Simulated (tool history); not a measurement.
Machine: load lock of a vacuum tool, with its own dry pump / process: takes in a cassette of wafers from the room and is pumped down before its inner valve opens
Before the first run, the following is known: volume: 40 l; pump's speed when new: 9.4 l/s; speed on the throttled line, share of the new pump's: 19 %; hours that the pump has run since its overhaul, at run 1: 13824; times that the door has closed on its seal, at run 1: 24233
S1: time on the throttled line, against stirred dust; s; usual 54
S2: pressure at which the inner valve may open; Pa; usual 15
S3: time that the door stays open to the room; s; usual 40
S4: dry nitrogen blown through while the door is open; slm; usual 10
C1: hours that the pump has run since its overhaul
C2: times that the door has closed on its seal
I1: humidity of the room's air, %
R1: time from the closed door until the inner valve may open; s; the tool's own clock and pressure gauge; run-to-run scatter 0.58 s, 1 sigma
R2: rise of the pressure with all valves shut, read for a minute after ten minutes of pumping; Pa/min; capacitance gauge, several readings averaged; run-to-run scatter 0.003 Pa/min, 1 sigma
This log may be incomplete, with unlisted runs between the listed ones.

run 1 hour=0.0 | S1=54 S2=15 S3=40 S4=10 | C1=13824 C2=24233 | I1=45.4 | R1=90.2 R2=0.490
run 2 hour=310.5 | S1=54 S2=15 S3=40 S4=8 | C1=14134 C2=25718 | I1=42.8 | R1=90.2 R2=0.520
-- hour=598.8 dry pump taken out, an overhauled one fitted
run 3 hour=659.5 | S1=54 S2=15 S3=40 S4=8 | C1=61 C2=27358 | I1=45.2 | R1=81.2 R2=0.571
run 4 hour=1028.7 | S1=54 S2=15 S3=40 S4=24 | C1=430 C2=29123 | I1=42.0 | R1=82.8 R2=0.604
run 5 hour=1269.6 | S1=54 S2=15 S3=40 S4=24 | C1=671 C2=30275 | I1=45.7 | R1=82.7 R2=0.644
-- hour=1361.6 door's seal changed, seat wiped
run 6 hour=1528.6 | S1=54 S2=15 S3=135 S4=24 | C1=928 C2=798 | I1=46.2 | R1=81.6 R2=0.052
run 7 hour=1933.2 | S1=54 S2=15 S3=128 S4=10 | C1=1333 C2=2733 | I1=44.6 | R1=81.9 R2=0.083
run 8 hour=2325.3 | S1=54 S2=15 S3=40 S4=16 | C1=1725 C2=4608 | I1=46.1 | R1=82.3 R2=0.065
run 9 hour=2524.3 | S1=54 S2=27 S3=40 S4=16 | C1=1924 C2=5560 | I1=45.9 | R1=80.0 R2=0.085
run 10 hour=2700.5 | S1=96 S2=27 S3=40 S4=37 | C1=2100 C2=6402 | I1=44.8 | R1=113.9 R2=0.079
run 11 hour=2974.3 | S1=29 S2=26 S3=40 S4=37 | C1=2374 C2=7711 | I1=44.3 | R1=60.5 R2=0.099
run 12 hour=3404.0 | S1=29 S2=26 S3=175 S4=7 | C1=2804 C2=9766 | I1=46.0 | R1=60.7 R2=0.186
run 13 hour=3724.7 | S1=29 S2=26 S3=79 S4=9 | C1=3124 C2=11299 | I1=44.8 | R1=60.7 R2=0.181
run 14 hour=3909.0 | S1=29 S2=26 S3=79 S4=9 | C1=3309 C2=12181 | I1=44.1 | R1=60.7 R2=0.190
run 15 hour=4228.3 | S1=54 S2=24 S3=41 S4=10 | C1=3628 C2=13707 | I1=42.6 | R1=81.4 R2=0.202

Consider 5 possible next runs. They are alternatives, not a sequence: every one starts from the tool as it was left by run 15. What does each give?
run A hour=4662.2 | S1=54 S2=29 S3=41 S4=10 | C1=4062 C2=15782 | I1=46.9 | R1=? R2=?
run B hour=4662.2 | S1=54 S2=29 S3=40 S4=10 | C1=4062 C2=15782 | I1=45.9 | R1=? R2=?
run C hour=4662.2 | S1=104 S2=12 S3=40 S4=39 | C1=4062 C2=15782 | I1=44.8 | R1=? R2=?
run D hour=4662.2 | S1=49 S2=15 S3=34 S4=33 | C1=4062 C2=15782 | I1=47.3 | R1=? R2=?
run E hour=4662.2 | S1=96 S2=15 S3=77 S4=10 | C1=4062 C2=15782 | I1=48.9 | R1=? R2=?

run=A R1=79.6 R2=0.244
run=B R1=80.6 R2=0.245
run=C R1=123.9 R2=0.229
run=D R1=79.6 R2=0.222
run=E R1=118.1 R2=0.256
With no hidden state in the tool, these same runs would have given:
run=A R1=77.9 R2=0.038
run=B R1=78.9 R2=0.040
run=C R1=122.6 R2=0.022
run=D R1=77.6 R2=0.018
run=E R1=116.8 R2=0.051

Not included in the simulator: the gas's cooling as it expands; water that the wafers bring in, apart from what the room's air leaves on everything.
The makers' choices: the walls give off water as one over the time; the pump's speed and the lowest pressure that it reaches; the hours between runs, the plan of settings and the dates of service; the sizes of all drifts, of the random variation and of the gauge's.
